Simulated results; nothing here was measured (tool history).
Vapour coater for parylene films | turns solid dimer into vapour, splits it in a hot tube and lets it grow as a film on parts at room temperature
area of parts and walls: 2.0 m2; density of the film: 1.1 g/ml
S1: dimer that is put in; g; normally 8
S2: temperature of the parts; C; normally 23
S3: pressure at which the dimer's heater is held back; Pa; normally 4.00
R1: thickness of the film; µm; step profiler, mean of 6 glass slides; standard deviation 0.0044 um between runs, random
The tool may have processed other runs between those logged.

run     day  S1  S2     S3     R1
  1   0.000   8  23   4.00  1.733
  2   1.288   8  23   4.00  1.728
  3   2.450   8  23   4.00  1.718
  4   3.804   8  23   4.00  1.717
  5   4.575   8  26   4.00  1.543
  6   5.854   8  23   3.65  1.722
  7   7.604   8  23   4.00  1.707
  8   8.808   8  23   4.00  1.704
      9.650  -- trap's valve overhauled
  9  10.154   8  23   4.00  1.700
 10  11.692   8  23   4.00  1.698
 11  13.304   8  23   4.00  1.701
 12  14.683   8  20   4.00  1.874
     15.358  -- gauge calibrated
 13  15.912   8  20   4.00  1.925
 14  17.471   5  26   6.32  0.948
 15  18.462   7  19   3.73  1.736
 16  19.250   7  19   3.73  1.741
 17  20.667  10  23   4.00  2.141
 18  22.404  10  17   5.34  2.575
 19  23.979  13  25  10.89  2.402
 20  25.154  13  25  10.89  2.399
 21  27.017   8  31   2.74  1.312
 22  28.142   8  24   7.08  1.568

Forecast each of these 5 alternatives for the next run:
  A  29.275   9  20  2.10   ?
  B  29.275   5  22  7.08   ?
  C  29.275   9  22  5.86   ?
  D  29.275   6  24  7.08   ?
  E  29.275   7  32  4.89   ?

run     R1
  A  2.215
  B  1.044
  C  1.915
  D  1.176
  E  1.065
Stripped of hidden state, with their random variation kept, the same runs would have yielded:
run     R1
  A  2.268
  B  1.069
  C  1.961
  D  1.205
  E  1.091

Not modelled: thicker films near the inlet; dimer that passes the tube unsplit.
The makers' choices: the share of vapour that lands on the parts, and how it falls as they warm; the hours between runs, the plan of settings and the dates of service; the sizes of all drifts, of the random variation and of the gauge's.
